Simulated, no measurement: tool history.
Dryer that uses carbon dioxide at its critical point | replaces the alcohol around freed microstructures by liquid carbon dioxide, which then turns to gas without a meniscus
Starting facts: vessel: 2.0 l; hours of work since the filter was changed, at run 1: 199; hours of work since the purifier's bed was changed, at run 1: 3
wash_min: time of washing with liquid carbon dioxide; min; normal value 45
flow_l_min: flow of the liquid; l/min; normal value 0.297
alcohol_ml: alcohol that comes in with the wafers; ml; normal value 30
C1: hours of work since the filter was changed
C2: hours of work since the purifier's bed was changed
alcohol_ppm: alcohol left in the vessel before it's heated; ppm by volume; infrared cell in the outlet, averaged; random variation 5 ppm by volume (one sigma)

{"run": 1, "hour": 0.0, "wash_min": 45, "flow_l_min": 0.297, "alcohol_ml": 30, "C1": 199, "C2": 3, "alcohol_ppm": 67}
{"run": 2, "hour": 9.4, "wash_min": 45, "flow_l_min": 0.297, "alcohol_ml": 80, "C1": 203, "C2": 7, "alcohol_ppm": 154}
{"run": 3, "hour": 21.1, "wash_min": 49, "flow_l_min": 0.297, "alcohol_ml": 30, "C1": 208, "C2": 12, "alcohol_ppm": 36}
{"run": 4, "hour": 33.7, "wash_min": 49, "flow_l_min": 0.297, "alcohol_ml": 30, "C1": 213, "C2": 17, "alcohol_ppm": 46}
{"run": 5, "hour": 41.1, "wash_min": 49, "flow_l_min": 0.297, "alcohol_ml": 30, "C1": 217, "C2": 21, "alcohol_ppm": 41}
{"run": 6, "hour": 52.0, "wash_min": 49, "flow_l_min": 0.297, "alcohol_ml": 30, "C1": 221, "C2": 25, "alcohol_ppm": 33}
{"run": 7, "hour": 65.1, "wash_min": 45, "flow_l_min": 0.297, "alcohol_ml": 30, "C1": 227, "C2": 31, "alcohol_ppm": 71}
{"run": 8, "hour": 78.3, "wash_min": 45, "flow_l_min": 0.297, "alcohol_ml": 30, "C1": 233, "C2": 36, "alcohol_ppm": 59}
{"run": 9, "hour": 92.2, "wash_min": 45, "flow_l_min": 0.297, "alcohol_ml": 30, "C1": 239, "C2": 42, "alcohol_ppm": 74}
{"run": 10, "hour": 106.3, "wash_min": 45, "flow_l_min": 0.297, "alcohol_ml": 30, "C1": 245, "C2": 49, "alcohol_ppm": 64}
{"run": 11, "hour": 114.4, "wash_min": 45, "flow_l_min": 0.297, "alcohol_ml": 30, "C1": 248, "C2": 52, "alcohol_ppm": 78}
{"run": 12, "hour": 121.6, "wash_min": 45, "flow_l_min": 0.297, "alcohol_ml": 30, "C1": 251, "C2": 55, "alcohol_ppm": 73}
{"run": 13, "hour": 131.9, "wash_min": 45, "flow_l_min": 0.297, "alcohol_ml": 30, "C1": 256, "C2": 60, "alcohol_ppm": 68}
{"run": 14, "hour": 145.7, "wash_min": 45, "flow_l_min": 0.297, "alcohol_ml": 30, "C1": 262, "C2": 65, "alcohol_ppm": 66}
{"run": 15, "hour": 153.0, "wash_min": 45, "flow_l_min": 0.297, "alcohol_ml": 30, "C1": 265, "C2": 69, "alcohol_ppm": 74}
{"run": 16, "hour": 159.6, "wash_min": 45, "flow_l_min": 0.297, "alcohol_ml": 28, "C1": 267, "C2": 71, "alcohol_ppm": 69}
{"run": 17, "hour": 165.6, "wash_min": 45, "flow_l_min": 0.383, "alcohol_ml": 30, "C1": 270, "C2": 74, "alcohol_ppm": 28}
{"run": 18, "hour": 176.5, "wash_min": 45, "flow_l_min": 0.297, "alcohol_ml": 104, "C1": 275, "C2": 79, "alcohol_ppm": 226}
{"run": 19, "hour": 187.4, "wash_min": 45, "flow_l_min": 0.407, "alcohol_ml": 30, "C1": 279, "C2": 83, "alcohol_ppm": 17}
{"run": 20, "hour": 197.7, "wash_min": 45, "flow_l_min": 0.297, "alcohol_ml": 30, "C1": 284, "C2": 88, "alcohol_ppm": 78}
{"run": 21, "hour": 208.6, "wash_min": 68, "flow_l_min": 0.297, "alcohol_ml": 39, "C1": 289, "C2": 92, "alcohol_ppm": 19}
{"hour": 215.3, "done": "inlet filter changed"}
{"run": 22, "hour": 222.7, "wash_min": 68, "flow_l_min": 0.297, "alcohol_ml": 39, "C1": 3, "C2": 98, "alcohol_ppm": 18}
{"run": 23, "hour": 235.6, "wash_min": 68, "flow_l_min": 0.297, "alcohol_ml": 39, "C1": 9, "C2": 104, "alcohol_ppm": 14}
{"run": 24, "hour": 248.7, "wash_min": 30, "flow_l_min": 0.297, "alcohol_ml": 45, "C1": 14, "C2": 109, "alcohol_ppm": 431}
{"run": 25, "hour": 262.2, "wash_min": 60, "flow_l_min": 0.23, "alcohol_ml": 30, "C1": 20, "C2": 115, "alcohol_ppm": 50}
{"run": 26, "hour": 268.6, "wash_min": 60, "flow_l_min": 0.23, "alcohol_ml": 30, "C1": 23, "C2": 118, "alcohol_ppm": 44}
{"run": 27, "hour": 278.6, "wash_min": 60, "flow_l_min": 0.23, "alcohol_ml": 30, "C1": 27, "C2": 122, "alcohol_ppm": 40}
{"run": 28, "hour": 285.9, "wash_min": 60, "flow_l_min": 0.23, "alcohol_ml": 71, "C1": 30, "C2": 125, "alcohol_ppm": 85}
{"run": 29, "hour": 299.5, "wash_min": 50, "flow_l_min": 0.241, "alcohol_ml": 85, "C1": 36, "C2": 131, "alcohol_ppm": 210}
{"run": 30, "hour": 313.6, "wash_min": 39, "flow_l_min": 0.187, "alcohol_ml": 85, "C1": 42, "C2": 137, "alcohol_ppm": 1577}
{"run": 31, "hour": 327.6, "wash_min": 49, "flow_l_min": 0.297, "alcohol_ml": 30, "C1": 48, "C2": 143, "alcohol_ppm": 44}
{"run": 32, "hour": 337.7, "wash_min": 29, "flow_l_min": 0.388, "alcohol_ml": 24, "C1": 53, "C2": 147, "alcohol_ppm": 93}
{"run": 33, "hour": 352.1, "wash_min": 66, "flow_l_min": 0.301, "alcohol_ml": 24, "C1": 59, "C2": 154, "alcohol_ppm": 18}
{"run": 34, "hour": 363.8, "wash_min": 39, "flow_l_min": 0.274, "alcohol_ml": 110, "C1": 64, "C2": 159, "alcohol_ppm": 514}
{"run": 35, "hour": 370.7, "wash_min": 39, "flow_l_min": 0.274, "alcohol_ml": 110, "C1": 67, "C2": 162, "alcohol_ppm": 515}
{"run": 36, "hour": 382.8, "wash_min": 68, "flow_l_min": 0.376, "alcohol_ml": 46, "C1": 72, "C2": 167, "alcohol_ppm": 13}
{"run": 37, "hour": 393.8, "wash_min": 43, "flow_l_min": 0.297, "alcohol_ml": 21, "C1": 77, "C2": 172, "alcohol_ppm": 59}
{"run": 38, "hour": 407.0, "wash_min": 43, "flow_l_min": 0.297, "alcohol_ml": 51, "C1": 82, "C2": 177, "alcohol_ppm": 120}
{"run": 39, "hour": 413.0, "wash_min": 32, "flow_l_min": 0.392, "alcohol_ml": 24, "C1": 85, "C2": 180, "alcohol_ppm": 74}
{"run": 40, "hour": 420.1, "wash_min": 32, "flow_l_min": 0.445, "alcohol_ml": 22, "C1": 88, "C2": 183, "alcohol_ppm": 43}

Pick out some run-to-run changes in alcohol_ppm. Of each, how much would a tool without hidden state show as well, from the settings, what came in and chance, and how much is left for the hidden state and any gauge scatter not in both results compared?
Hidden conditions of the tool in this case: flow that reaches the vessel past the clogged filter, %; alcohol in the recycled carbon dioxide, ppm; drift of the gauge itself on alcohol_ppm, %.
Run 17 -> 18: flow_l_min 0.383 -> 0.297, alcohol_ml 30 -> 104. alcohol_ppm +198 ppm by volume: hidden state +87, all else +111.
Run 18 -> 19: flow_l_min 0.297 -> 0.407, alcohol_ml 104 -> 30. alcohol_ppm -209 ppm by volume: hidden state -88, all else -121.
Run 29 -> 30: wash_min 50 -> 39, flow_l_min 0.241 -> 0.187. alcohol_ppm +1367 ppm by volume: hidden state +66, all else +1301.
Run 30 -> 31: wash_min 39 -> 49, flow_l_min 0.187 -> 0.297, alcohol_ml 85 -> 30. alcohol_ppm -1533 ppm by volume: hidden state -77, all else -1456.
Run 35 -> 36: wash_min 39 -> 68, flow_l_min 0.274 -> 0.376, alcohol_ml 110 -> 46. alcohol_ppm -502 ppm by volume: hidden state -56, all else -446.
